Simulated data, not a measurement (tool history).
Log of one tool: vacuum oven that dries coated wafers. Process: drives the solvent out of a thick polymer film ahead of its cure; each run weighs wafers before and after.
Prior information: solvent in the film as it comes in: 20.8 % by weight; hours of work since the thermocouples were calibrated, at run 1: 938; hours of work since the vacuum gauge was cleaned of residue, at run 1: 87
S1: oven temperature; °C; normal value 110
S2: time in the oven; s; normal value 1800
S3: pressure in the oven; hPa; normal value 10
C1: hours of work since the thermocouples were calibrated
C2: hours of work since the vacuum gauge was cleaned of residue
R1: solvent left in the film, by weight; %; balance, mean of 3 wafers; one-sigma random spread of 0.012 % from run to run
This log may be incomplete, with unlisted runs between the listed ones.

run 1 day=0 | S1=110 S2=1800 S3=10 | C1=938 C2=87 | R1=3.29
run 2 day=0.492 | S1=110 S2=1800 S3=11.2 | C1=946 C2=95 | R1=3.36
run 3 day=0.962 | S1=110 S2=1800 S3=11.2 | C1=954 C2=103 | R1=3.37
run 4 day=1.938 | S1=110 S2=1800 S3=11.2 | C1=970 C2=119 | R1=3.35
run 5 day=2.675 | S1=110 S2=1800 S3=11.2 | C1=982 C2=132 | R1=3.37
run 6 day=3.233 | S1=110 S2=1800 S3=11.2 | C1=992 C2=141 | R1=3.36
run 7 day=3.771 | S1=110 S2=1800 S3=11.2 | C1=1001 C2=150 | R1=3.33
run 8 day=4.388 | S1=110 S2=1800 S3=11.2 | C1=1011 C2=160 | R1=3.35
run 9 day=5.196 | S1=110 S2=1800 S3=11.2 | C1=1024 C2=174 | R1=3.34
run 10 day=5.967 | S1=110 S2=1800 S3=10 | C1=1037 C2=186 | R1=3.29
run 11 day=6.7 | S1=98 S2=1200 S3=10 | C1=1049 C2=199 | R1=9.1
-- day=6.804 vacuum gauge cleaned of residue and calibrated
run 12 day=7.371 | S1=98 S2=1200 S3=10 | C1=1060 C2=9 | R1=9.13
run 13 day=8.133 | S1=119 S2=1800 S3=10 | C1=1072 C2=22 | R1=1.55
run 14 day=9.054 | S1=110 S2=1620 S3=28.9 | C1=1088 C2=37 | R1=4.5
run 15 day=9.55 | S1=118 S2=2100 S3=28.9 | C1=1096 C2=46 | R1=1.82
run 16 day=10.467 | S1=118 S2=2100 S3=28.9 | C1=1111 C2=61 | R1=1.82
run 17 day=11.154 | S1=114 S2=2460 S3=7.6 | C1=1123 C2=72 | R1=1.24
-- day=11.671 oven's thermocouples calibrated
run 18 day=11.679 | S1=114 S2=2100 S3=7.6 | C1=0 C2=80 | R1=1.95
run 19 day=12.204 | S1=123 S2=3180 S3=10 | C1=9 C2=89 | R1=0.42

Alternative continuations, all from the tool just after run 19; predict every row:
-- day=12.817 vacuum gauge cleaned of residue and calibrated, once more
run A day=12.867 | S1=123 S2=2700 S3=7.8 | C1=19 C2=1 | R1=?
-- day=12.817 vacuum gauge cleaned of residue and calibrated, once more
run B day=12.867 | S1=123 S2=1920 S3=10 | C1=19 C2=1 | R1=?
-- day=12.817 vacuum gauge cleaned of residue and calibrated, once more
run C day=12.867 | S1=112 S2=3180 S3=31.5 | C1=19 C2=1 | R1=?

run=A R1=0.41
run=B R1=0.97
run=C R1=1.91
Had the tool no hidden state, the same runs would have come out as:
run=A R1=0.42
run=B R1=0.99
run=C R1=1.93
